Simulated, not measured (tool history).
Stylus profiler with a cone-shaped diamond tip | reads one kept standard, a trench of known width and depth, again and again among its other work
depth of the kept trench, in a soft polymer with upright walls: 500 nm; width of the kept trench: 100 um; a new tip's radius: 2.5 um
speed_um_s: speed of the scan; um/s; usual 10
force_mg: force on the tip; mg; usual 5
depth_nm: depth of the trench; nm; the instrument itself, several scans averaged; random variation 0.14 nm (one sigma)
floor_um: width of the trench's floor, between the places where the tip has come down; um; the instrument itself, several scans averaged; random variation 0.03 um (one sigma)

| run | hour | speed_um_s | force_mg | depth_nm | floor_um |
|---|---|---|---|---|---|
| 1 | 0 | 10 | 5 | 509.85 | 96.9 |
| 2 | 56.8 | 10 | 5 | 509.71 | 96.87 |
| 3 | 157.3 | 10 | 5 | 509.98 | 96.86 |
| 4 | 212.1 | 10 | 14.81 | 518.94 | 96.86 |
| 5 | 305.6 | 10 | 14.81 | 519.4 | 96.86 |
| 6 | 398.9 | 10 | 14.81 | 519.36 | 96.85 |
| 7 | 464.3 | 10 | 14.81 | 519.71 | 96.83 |
| 8 | 574.6 | 10 | 5 | 510.55 | 96.81 |
| 9 | 625 | 10 | 5 | 510.34 | 96.81 |
| 10 | 708.2 | 10 | 14.26 | 519.26 | 96.81 |
| 11 | 816 | 10 | 14.26 | 519.48 | 96.78 |
|  | 822.3 | height scale calibrated on a step standard |
| 12 | 904.5 | 24 | 7.83 | 514.92 | 96.77 |
| 13 | 960.9 | 31 | 8.12 | 515.33 | 96.7 |
| 14 | 1045 | 7 | 7.4 | 514.78 | 96.81 |
| 15 | 1156.7 | 3 | 5.53 | 512.45 | 96.81 |
| 16 | 1212.7 | 4 | 5 | 512.08 | 96.77 |
| 17 | 1263.4 | 4 | 5 | 512.13 | 96.81 |
| 18 | 1313.2 | 4 | 5 | 512.15 | 96.82 |
| 19 | 1363.7 | 4 | 9.11 | 516.74 | 96.76 |
|  | 1480.3 | height scale calibrated on a step standard, once more |
| 20 | 1480.3 | 5 | 11.07 | 514.63 | 96.7 |
| 21 | 1565 | 8 | 3.68 | 506.95 | 96.74 |
| 22 | 1640.3 | 8 | 3.68 | 507.05 | 96.69 |

Forecast each of these 5 alternatives for the next run:
| A | 1721.7 | 8 | 4.24 | ? | ? |
| B | 1721.7 | 4 | 8.78 | ? | ? |
| C | 1721.7 | 12 | 1.73 | ? | ? |
| D | 1721.7 | 19 | 4.18 | ? | ? |
| E | 1721.7 | 5 | 2.45 | ? | ? |

| run | depth_nm | floor_um |
|---|---|---|
| A | 507.72 | 96.74 |
| B | 512.79 | 96.76 |
| C | 504.1 | 96.66 |
| D | 507.7 | 96.67 |
| E | 505.36 | 96.72 |
Without the tool's hidden state the same runs would have given:
| run | depth_nm | floor_um |
|---|---|---|
| A | 507.7 | 96.99 |
| B | 512.78 | 97.01 |
| C | 504.08 | 96.91 |
| D | 507.68 | 96.93 |
| E | 505.35 | 96.97 |
